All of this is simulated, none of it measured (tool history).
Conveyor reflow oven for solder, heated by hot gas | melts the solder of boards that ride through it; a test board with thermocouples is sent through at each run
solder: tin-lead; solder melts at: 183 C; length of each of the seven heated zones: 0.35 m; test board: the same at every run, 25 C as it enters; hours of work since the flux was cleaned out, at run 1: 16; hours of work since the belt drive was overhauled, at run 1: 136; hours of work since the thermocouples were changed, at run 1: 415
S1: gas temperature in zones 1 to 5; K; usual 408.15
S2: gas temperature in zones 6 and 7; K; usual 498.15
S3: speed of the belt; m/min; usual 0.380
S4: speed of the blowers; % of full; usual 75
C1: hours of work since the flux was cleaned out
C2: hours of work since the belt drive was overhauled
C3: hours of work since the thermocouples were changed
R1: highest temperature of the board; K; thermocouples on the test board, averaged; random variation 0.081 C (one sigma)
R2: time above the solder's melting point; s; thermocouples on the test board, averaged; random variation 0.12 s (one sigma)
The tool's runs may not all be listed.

| run | hour | S1 | S2 | S3 | S4 | C1 | C2 | C3 | R1 | R2 |
|---|---|---|---|---|---|---|---|---|---|---|
| 1 | 0.0 | 408.15 | 498.15 | 0.380 | 75 | 16 | 136 | 415 | 486.15 | 78.1 |
| 2 | 9.8 | 408.15 | 498.15 | 0.380 | 75 | 22 | 142 | 420 | 486.15 | 78.3 |
| 3 | 18.7 | 408.15 | 498.15 | 0.380 | 75 | 27 | 147 | 425 | 486.28 | 78.1 |
| 4 | 25.1 | 408.15 | 498.15 | 0.380 | 75 | 31 | 150 | 429 | 486.15 | 77.9 |
| 5 | 35.5 | 408.15 | 498.15 | 0.380 | 75 | 36 | 156 | 435 | 486.13 | 78.0 |
| 6 | 43.7 | 408.15 | 498.15 | 0.380 | 75 | 41 | 161 | 440 | 486.24 | 77.9 |
| 7 | 51.8 | 408.15 | 498.15 | 0.380 | 75 | 46 | 165 | 444 | 486.12 | 77.8 |
| 8 | 60.2 | 408.15 | 498.15 | 0.380 | 75 | 50 | 170 | 449 | 486.25 | 78.0 |
| 9 | 70.6 | 408.15 | 498.15 | 0.380 | 75 | 56 | 176 | 455 | 486.13 | 78.1 |
| 10 | 78.5 | 404.15 | 498.15 | 0.380 | 75 | 61 | 180 | 459 | 485.60 | 75.4 |
| 11 | 84.9 | 408.15 | 498.15 | 0.380 | 75 | 64 | 184 | 463 | 486.14 | 78.0 |
| 12 | 96.9 | 408.15 | 498.15 | 0.380 | 75 | 71 | 191 | 470 | 486.17 | 77.8 |
| 13 | 104.7 | 408.15 | 498.15 | 0.380 | 75 | 76 | 195 | 474 | 486.23 | 77.9 |
| 14 | 113.6 | 408.15 | 498.15 | 0.380 | 75 | 81 | 200 | 479 | 486.18 | 78.1 |
| 15 | 126.6 | 408.15 | 498.15 | 0.380 | 75 | 88 | 208 | 486 | 486.35 | 77.9 |
| 16 | 139.7 | 408.15 | 498.15 | 0.380 | 75 | 95 | 215 | 494 | 486.29 | 77.9 |
| 17 | 150.5 | 408.15 | 509.15 | 0.441 | 75 | 101 | 221 | 500 | 491.10 | 70.6 |
| 18 | 162.5 | 408.15 | 509.15 | 0.441 | 75 | 108 | 228 | 507 | 491.22 | 70.4 |
| 19 | 169.7 | 408.15 | 509.15 | 0.441 | 75 | 112 | 232 | 511 | 491.25 | 70.6 |
| 20 | 181.9 | 410.15 | 502.15 | 0.441 | 88 | 119 | 239 | 518 | 488.35 | 69.6 |
| 21 | 189.6 | 410.15 | 502.15 | 0.441 | 88 | 124 | 243 | 522 | 488.29 | 69.5 |
| 22 | 198.5 | 408.15 | 498.15 | 0.453 | 75 | 129 | 248 | 527 | 480.96 | 57.4 |
| 23 | 212.3 | 408.15 | 498.15 | 0.453 | 75 | 136 | 256 | 535 | 480.91 | 57.5 |
| 24 | 220.9 | 408.15 | 498.15 | 0.453 | 75 | 141 | 261 | 540 | 480.79 | 57.5 |
| 25 | 230.3 | 408.15 | 498.15 | 0.453 | 75 | 147 | 266 | 545 | 480.87 | 57.2 |
| 26 | 236.7 | 406.15 | 490.15 | 0.306 | 75 | 150 | 270 | 549 | 483.62 | 96.4 |
| 27 | 244.5 | 420.15 | 511.15 | 0.399 | 88 | 155 | 274 | 553 | 500.66 | 93.7 |
| 28 | 254.8 | 420.15 | 511.15 | 0.399 | 88 | 160 | 280 | 559 | 500.57 | 93.7 |
|  | 264.7 | flux residue cleaned out of gas plates and filters |
| 29 | 267.5 | 420.15 | 511.15 | 0.399 | 88 | 2 | 284 | 563 | 501.05 | 94.0 |
| 30 | 274.4 | 417.15 | 498.15 | 0.380 | 71 | 5 | 288 | 567 | 487.37 | 83.9 |

Measured less the same run without the tool's hidden state. The same run-to-run variation is in both; the gauge's scatter may not be:
The hidden state here: heat that the gas passes to the board, % of a clean oven's; belt's true speed, % of the reading; true gas temperature in zones 6 and 7 over the reading, C; drift of the gauge itself on peak_c, C; drift of the gauge itself on liquid_s, %.
| run | R1 | R2 |
|---|---|---|
| 1 | +0.78 | +1.1 |
| 2 | +0.79 | +1.1 |
| 3 | +0.78 | +1.1 |
| 4 | +0.78 | +1.1 |
| 5 | +0.78 | +1.1 |
| 6 | +0.78 | +1.1 |
| 7 | +0.79 | +1.1 |
| 8 | +0.78 | +1.1 |
| 9 | +0.79 | +1.1 |
| 10 | +0.78 | +1.0 |
| 11 | +0.79 | +1.1 |
| 12 | +0.78 | +1.0 |
| 13 | +0.79 | +1.0 |
| 14 | +0.79 | +1.0 |
| 15 | +0.80 | +1.1 |
| 16 | +0.79 | +1.1 |
| 17 | +0.66 | +0.8 |
| 18 | +0.64 | +0.8 |
| 19 | +0.65 | +0.8 |
| 20 | +0.66 | +0.8 |
| 21 | +0.66 | +0.7 |
| 22 | +0.63 | +0.8 |
| 23 | +0.62 | +0.8 |
| 24 | +0.62 | +0.8 |
| 25 | +0.62 | +0.8 |
| 26 | +1.00 | +1.5 |
| 27 | +0.78 | +0.9 |
| 28 | +0.78 | +0.9 |
| 29 | +1.30 | +1.3 |
| 30 | +1.29 | +1.9 |
